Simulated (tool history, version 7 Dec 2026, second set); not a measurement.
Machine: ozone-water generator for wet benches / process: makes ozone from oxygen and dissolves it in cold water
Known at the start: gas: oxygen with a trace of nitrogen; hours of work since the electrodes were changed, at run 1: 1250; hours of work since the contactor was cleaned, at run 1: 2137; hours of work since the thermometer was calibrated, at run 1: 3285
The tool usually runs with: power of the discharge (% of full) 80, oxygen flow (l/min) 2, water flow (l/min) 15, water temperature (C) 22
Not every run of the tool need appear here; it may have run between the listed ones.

run   hour  power of the discharge (% of full)  oxygen flow (l/min)  water flow (l/min)  water temperature (C)  hours of work since the electrodes were changed  hours of work since the contactor was cleaned  hours of work since the thermometer was calibrated  dissolved ozone (ppm)  ozone in the gas ahead of the water (g/m3)
  1      0                                  80                    2                  15                     22                                             1250                                           2137                                                3285                   11.9                                       167.4
  2   29.9                                  80                    2                  12                     22                                             1271                                           2158                                                3305                   14.5                                       167.2
  3   65.8                                  80                    2                  12                     22                                             1296                                           2183                                                3330                   14.4                                       167.3
  4   95.4                                  80                    2                  20                     22                                             1316                                           2203                                                3351                    9.4                                       166.8
  5    149                                  80                    2                  20                     22                                             1353                                           2240                                                3388                    9.5                                         166
  6  176.1                                  80                    2                  20                     22                                             1372                                           2259                                                3407                    9.2                                       166.4
  7    221                                  83                    2                  15                     22                                             1403                                           2290                                                3438                   12.4                                       171.3
  8  264.9                                  83                    2                  15                     22                                             1434                                           2320                                                3468                   12.2                                       170.5
  9  301.5                                  83                    2                  15                     22                                             1459                                           2346                                                3493                   12.2                                         171
 10    334                                  80                    2                  15                     17                                             1481                                           2368                                                3516                   12.4                                       167.4
 11    375                                  79                 2.75                  14                     19                                             1510                                           2397                                                3544                   13.2                                       136.9
 12  413.9                                  94                    2                  19                     22                                             1537                                           2424                                                3571                     11                                       184.5
 13  464.9                                  46                    2                  19                     22                                             1572                                           2459                                                3607                    6.9                                         114
 14  511.1                                  80                 2.54                  10                     22                                             1604                                           2491                                                3639                   16.1                                       145.3
 15  535.4                                  80                 2.54                  10                     22                                             1621                                           2508                                                3655                   16.2                                         145
 16  578.9                                  80                 2.54                  10                     22                                             1651                                           2538                                                3685                   16.1                                       145.7

Consider 4 possible next runs. They are alternatives, not a sequence: every one starts from the tool as it was left by run 16. What does each give?
  A  614.5                                  80                 3.33                  15                     22                                             1676                                           2562                                                3710                      ?                                           ?
  B  614.5                                  44                 2.54                  10                     25                                             1676                                           2562                                                3710                      ?                                           ?
  C  614.5                                  80                 3.13                  10                     18                                             1676                                           2562                                                3710                      ?                                           ?
  D  614.5                                  80                    2                  15                     22                                             1676                                           2562                                                3710                      ?                                           ?

run  dissolved ozone (ppm)  ozone in the gas ahead of the water (g/m3)
  A                   12.3                                       123.2
  B                   10.3                                        98.1
  C                     17                                       127.3
  D                     12                                       165.9
The same runs, with their run-to-run variation unchanged, on a tool lacking any hidden condition would have given:
run  dissolved ozone (ppm)  ozone in the gas ahead of the water (g/m3)
  A                   12.7                                       124.8
  B                   10.6                                        98.9
  C                   17.5                                       128.9
  D                   12.4                                         168
